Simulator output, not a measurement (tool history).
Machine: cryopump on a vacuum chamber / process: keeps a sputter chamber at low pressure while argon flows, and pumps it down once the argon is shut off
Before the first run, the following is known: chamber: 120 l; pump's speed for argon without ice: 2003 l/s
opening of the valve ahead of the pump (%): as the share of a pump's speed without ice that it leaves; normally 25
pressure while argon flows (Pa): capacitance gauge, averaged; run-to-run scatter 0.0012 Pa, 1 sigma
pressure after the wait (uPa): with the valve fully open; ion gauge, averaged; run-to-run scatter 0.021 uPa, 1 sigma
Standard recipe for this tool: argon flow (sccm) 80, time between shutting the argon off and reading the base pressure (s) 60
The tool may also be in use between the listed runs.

run,hour,argon flow (sccm),time between shutting the argon off and reading the base pressure (s),opening of the valve ahead of the pump (%),pressure while argon flows (Pa),pressure after the wait (uPa)
1,0.0,80,60,25,0.2710,0.62
2,36.1,80,60,16,0.4220,0.60
3,68.2,80,60,16,0.4246,0.67
4,89.9,80,60,40,0.1707,0.65
5,112.1,80,60,40,0.1710,0.63
6,147.9,80,60,40,0.1700,0.65
7,190.6,80,60,25,0.2713,0.62
8,218.6,80,60,25,0.2720,0.61
9,249.1,80,60,25,0.2721,0.66
10,275.8,80,60,25,0.2741,0.64
11,314.5,80,60,31,0.2198,0.66
12,349.4,80,60,31,0.2204,0.67
13,400.8,160,60,25,0.5467,0.64
14,428.4,160,60,25,0.5476,0.66
15,473.9,160,60,25,0.5504,0.72
16,496.7,160,60,25,0.5456,0.66
17,525.5,105,60,25,0.3633,0.67
18,578.9,105,60,25,0.3642,0.71
19,609.7,71,52,16,0.3804,0.72
20,633.5,71,52,51,0.1228,0.73
21,656.0,130,31,25,0.4489,0.93
22,699.7,80,46,25,0.2754,0.76
23,748.8,114,77,44,0.2260,0.64
24,771.8,134,163,53,0.2236,0.53
25,814.4,115,84,42,0.2421,0.60
26,855.0,145,59,25,0.5004,0.67
27,879.2,78,133,58,0.1216,0.58
28,923.2,78,133,58,0.1215,0.55
29,962.8,47,186,58,0.0727,0.49
30,992.8,50,219,40,0.1100,0.48
31,1037.2,50,219,40,0.1112,0.52
32,1075.8,62,29,37,0.1493,1.07
33,1101.9,62,54,37,0.1491,0.82
34,1124.4,62,54,37,0.1490,0.77

Forecast each of these 3 alternatives for the next run:
A,1166.6,55,153,43,?,?
B,1166.6,38,206,26,?,?
C,1166.6,62,54,23,?,?

run,pressure while argon flows (Pa),pressure after the wait (uPa)
A,0.1156,0.55
B,0.1283,0.52
C,0.2356,0.74
With the hidden condition removed and each run's random variation left untouched, the same runs would have given:
run,pressure while argon flows (Pa),pressure after the wait (uPa)
A,0.1082,0.26
B,0.1232,0.24
C,0.2272,0.47
